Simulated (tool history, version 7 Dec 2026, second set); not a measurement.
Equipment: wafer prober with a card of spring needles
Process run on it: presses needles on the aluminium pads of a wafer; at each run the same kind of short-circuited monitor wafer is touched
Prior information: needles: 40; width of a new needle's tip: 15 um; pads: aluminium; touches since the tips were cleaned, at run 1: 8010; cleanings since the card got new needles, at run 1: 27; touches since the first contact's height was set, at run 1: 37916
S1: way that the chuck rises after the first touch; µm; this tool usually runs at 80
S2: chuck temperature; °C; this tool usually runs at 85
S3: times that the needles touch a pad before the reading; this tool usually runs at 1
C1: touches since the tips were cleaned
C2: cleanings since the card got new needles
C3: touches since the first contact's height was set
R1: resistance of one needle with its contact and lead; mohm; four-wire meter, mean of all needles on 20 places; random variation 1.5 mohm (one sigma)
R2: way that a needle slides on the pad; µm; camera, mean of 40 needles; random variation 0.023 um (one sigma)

run,hour,S1,S2,S3,C1,C2,C3,R1,R2
1,0.0,80,85,1,8010,27,37916,136,10.39
# hour 4.9: tips cleaned on abrasive film
# hour 28.2: tips cleaned on abrasive film
# hour 50.6: tips cleaned on abrasive film
2,61.5,98,85,1,4819,30,64950,133,12.68
# hour 73.9: tips cleaned on abrasive film
# hour 96.6: tips cleaned on abrasive film
3,98.9,98,85,1,996,32,81401,132,12.76
# hour 118.3: tips cleaned on abrasive film
# hour 141.4: tips cleaned on abrasive film
# hour 162.2: tips cleaned on abrasive film
4,166.8,80,32,1,2039,35,111306,127,10.31
# hour 184.3: tips cleaned on abrasive film
5,200.4,80,32,1,7115,36,126089,127,10.36
# hour 205.3: tips cleaned on abrasive film
# hour 228.7: tips cleaned on abrasive film
# hour 251.0: tips cleaned on abrasive film
6,264.7,80,85,1,6033,39,154369,134,10.35
# hour 273.4: tips cleaned on abrasive film
# hour 295.6: tips cleaned on abrasive film
7,312.6,80,85,1,7523,41,175478,135,10.31
# hour 316.8: tips cleaned on abrasive film
# hour 338.5: tips cleaned on abrasive film
8,349.3,80,85,1,4792,43,191595,132,10.31
# hour 358.2: tips cleaned on abrasive film
# hour 378.7: tips cleaned on abrasive film
9,397.5,80,85,1,8326,45,212819,133,10.33
# hour 402.2: tips cleaned on abrasive film
# hour 424.6: tips cleaned on abrasive film
10,443.3,80,85,1,8226,47,232948,134,10.31
# hour 446.3: tips cleaned on abrasive film
# hour 446.6: height of the first contact set anew
# hour 469.1: tips cleaned on abrasive film
# hour 490.8: tips cleaned on abrasive film
11,503.0,80,85,1,5383,50,24818,133,10.29
# hour 512.1: tips cleaned on abrasive film
# hour 533.3: tips cleaned on abrasive film
12,550.4,80,85,1,7562,52,45704,135,10.33
# hour 553.5: tips cleaned on abrasive film
# hour 576.0: tips cleaned on abrasive film
13,588.4,80,85,1,5466,54,62377,132,10.32
# hour 597.0: tips cleaned on abrasive film
# hour 617.6: tips cleaned on abrasive film
14,625.4,87,85,1,3427,56,78638,131,11.16
# hour 638.0: tips cleaned on abrasive film
# hour 660.3: tips cleaned on abrasive film
15,665.6,87,85,1,2315,58,96320,134,11.15
# hour 682.8: tips cleaned on abrasive film
# hour 706.1: tips cleaned on abrasive film
16,715.1,80,85,1,3964,60,118124,135,10.29
# hour 726.8: tips cleaned on abrasive film
# hour 749.7: tips cleaned on abrasive film
# hour 769.2: tips cleaned on abrasive film
17,770.3,90,45,1,514,63,142399,126,11.52
# hour 792.2: tips cleaned on abrasive film
# hour 814.8: tips cleaned on abrasive film
18,826.0,90,45,1,4976,65,166939,129,11.56
# hour 834.7: tips cleaned on abrasive film
# hour 856.7: tips cleaned on abrasive film
19,871.5,90,45,1,6551,67,186944,129,11.50
# hour 876.4: tips cleaned on abrasive film
# hour 898.5: tips cleaned on abrasive film
20,902.7,62,85,3,1856,69,200629,138,7.93
# hour 922.1: tips cleaned on abrasive film
# hour 945.7: tips cleaned on abrasive film
21,956.6,91,69,2,4830,71,224374,135,11.62
# hour 969.5: tips cleaned on abrasive film
# hour 981.9: height of the first contact set anew
# hour 990.9: tips cleaned on abrasive film
# hour 1012.6: tips cleaned on abrasive film
22,1024.3,61,41,2,5187,74,18669,130,7.80
# hour 1036.3: tips cleaned on abrasive film
# hour 1059.7: tips cleaned on abrasive film
23,1061.6,80,30,1,839,76,35061,125,10.22
# hour 1079.8: tips cleaned on abrasive film
# hour 1101.0: tips cleaned on abrasive film
# hour 1105.8: gauge calibrated
24,1116.4,80,30,1,6793,78,59196,127,10.39
# hour 1121.3: tips cleaned on abrasive film
# hour 1141.0: tips cleaned on abrasive film
# hour 1162.7: tips cleaned on abrasive film
25,1166.8,80,30,1,1835,81,81344,125,10.33
# hour 1184.6: tips cleaned on abrasive film
# hour 1205.8: tips cleaned on abrasive film
26,1205.8,80,85,2,0,83,98476,133,10.37
# hour 1226.4: tips cleaned on abrasive film
# hour 1247.7: tips cleaned on abrasive film
# hour 1270.3: tips cleaned on abrasive film
27,1270.3,67,29,2,0,86,126853,124,8.72
# hour 1291.4: tips cleaned on abrasive film
28,1307.3,67,29,2,7018,87,143161,125,8.69

5 ways to go on from here, each from the tool as it stands after run 28. What would each give?
# hour 1312.2: tips cleaned on abrasive film
# hour 1335.0: tips cleaned on abrasive film
# hour 1357.0: tips cleaned on abrasive film
A,1376.3,67,29,1,8544,90,173531,?,?
# hour 1312.2: tips cleaned on abrasive film
# hour 1335.0: tips cleaned on abrasive film
# hour 1357.0: tips cleaned on abrasive film
B,1376.3,76,85,1,8544,90,173531,?,?
# hour 1312.2: tips cleaned on abrasive film
# hour 1335.0: tips cleaned on abrasive film
# hour 1357.0: tips cleaned on abrasive film
C,1376.3,67,116,1,8544,90,173531,?,?
# hour 1312.2: tips cleaned on abrasive film
# hour 1335.0: tips cleaned on abrasive film
# hour 1357.0: tips cleaned on abrasive film
D,1376.3,80,111,1,8544,90,173531,?,?
# hour 1312.2: tips cleaned on abrasive film
# hour 1335.0: tips cleaned on abrasive film
# hour 1357.0: tips cleaned on abrasive film
E,1376.3,80,115,2,8544,90,173531,?,?

run,R1,R2
A,129,8.65
B,135,9.82
C,141,8.64
D,137,10.31
E,136,10.31
With the hidden condition removed and each run's random variation left untouched, the same runs would have given:
run,R1,R2
A,128,8.69
B,134,9.87
C,140,8.68
D,137,10.36
E,135,10.36
